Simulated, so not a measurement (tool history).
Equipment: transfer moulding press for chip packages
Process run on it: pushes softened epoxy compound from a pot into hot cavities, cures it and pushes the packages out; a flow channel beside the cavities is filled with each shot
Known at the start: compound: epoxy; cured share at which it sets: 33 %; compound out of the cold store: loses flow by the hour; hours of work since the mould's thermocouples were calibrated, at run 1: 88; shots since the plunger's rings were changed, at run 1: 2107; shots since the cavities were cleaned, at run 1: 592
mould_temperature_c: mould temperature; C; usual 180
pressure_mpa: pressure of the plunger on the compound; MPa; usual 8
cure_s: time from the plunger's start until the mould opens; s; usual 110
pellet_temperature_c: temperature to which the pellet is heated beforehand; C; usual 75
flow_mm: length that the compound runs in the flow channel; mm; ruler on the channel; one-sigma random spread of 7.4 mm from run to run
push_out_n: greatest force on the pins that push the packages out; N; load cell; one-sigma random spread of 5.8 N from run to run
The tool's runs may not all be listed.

run,hour,mould_temperature_c,pressure_mpa,cure_s,pellet_temperature_c,hours of work since the mould's thermocouples were calibrated,shots since the plunger's rings were changed,shots since the cavities were cleaned,incoming compound's hours out of the cold store,flow_mm,push_out_n
1,0,180,8,110,75,88,2107,592,8.4,888,218
# hour 18.5: cavities cleaned with cleaning compound and waxed
2,37.6,180,8,132,75,110,2484,200,25.5,815,206
3,68.2,180,8,132,75,128,2802,518,9.6,897,178
# hour 93.5: cavities cleaned with cleaning compound and waxed
4,93.5,180,8,132,75,143,3051,0,32.8,807,185
5,125.3,180,8,132,75,162,3382,331,45.1,765,189
6,158.4,180,8,132,75,182,3727,676,21.1,842,203
# hour 170.3: cavities cleaned with cleaning compound and waxed
7,200.9,180,8,132,75,206,4154,318,36,795,192
8,235.7,180,8,93,75,227,4517,681,25.4,822,282
# hour 246.3: cavities cleaned with cleaning compound and waxed
9,261.2,180,8,93,75,241,4768,155,40.1,773,274
10,305.7,180,8,93,75,268,5232,619,44.5,754,278
# hour 322.2: cavities cleaned with cleaning compound and waxed
11,334.2,180,8,110,75,284,5514,125,26,829,213
# hour 347.2: plunger's sealing rings changed
12,372,180,8,110,75,305,259,492,23.2,834,209
# hour 400.5: cavities cleaned with cleaning compound and waxed
13,401.1,180,8,110,68,322,547,6,38.4,778,207
14,440.2,180,8,110,75,346,955,414,42.8,754,210
# hour 476.4: cavities cleaned with cleaning compound and waxed
15,480.7,183,8,110,75,369,1362,45,21.1,822,206
16,499.8,183,8,110,75,380,1561,244,15.4,856,192
17,539,183,8,110,75,404,1969,652,26.2,816,195
# hour 552.3: cavities cleaned with cleaning compound and waxed
18,560.9,183,8,110,75,416,2183,90,21.5,819,192
19,595.8,183,8,110,75,437,2546,453,10.8,881,198
# hour 628.6: cavities cleaned with cleaning compound and waxed
20,632,174,6.56,111,80,458,2908,36,19.5,790,301
21,652.9,178,8,110,75,470,3125,253,32.6,809,230
22,671.4,178,8,110,75,481,3319,447,21.4,851,244
# hour 705: cavities cleaned with cleaning compound and waxed
23,713.4,178,8,110,75,506,3741,88,39.5,780,225
24,750.9,178,8,124,75,528,4132,479,29.7,812,207
# hour 780.3: cavities cleaned with cleaning compound and waxed
25,795.7,178,8,124,75,554,4584,162,19.6,853,193
26,824.7,180,8,102,67,571,4886,464,12.6,874,248
# hour 855.4: cavities cleaned with cleaning compound and waxed
27,858,176,8,122,75,591,5218,27,9.6,912,228

Each row is a separate what-if for the run after 27, all from the same tool condition, not one after another. Results?
A,889.3,176,8,122,67,609,5544,353,23.6,?,?
B,889.3,176,8,144,75,609,5544,353,26.9,?,?
C,889.3,176,8,136,75,609,5544,353,46.9,?,?
D,889.3,182,8,92,72,609,5544,353,43.9,?,?
E,889.3,183,8,122,75,609,5544,353,41,?,?

run,flow_mm,push_out_n
A,840,223
B,835,200
C,765,197
D,751,235
E,767,191
Had the tool no hidden state, the same runs would have come out as:
run,flow_mm,push_out_n
A,842,220
B,837,198
C,767,195
D,753,232
E,769,189

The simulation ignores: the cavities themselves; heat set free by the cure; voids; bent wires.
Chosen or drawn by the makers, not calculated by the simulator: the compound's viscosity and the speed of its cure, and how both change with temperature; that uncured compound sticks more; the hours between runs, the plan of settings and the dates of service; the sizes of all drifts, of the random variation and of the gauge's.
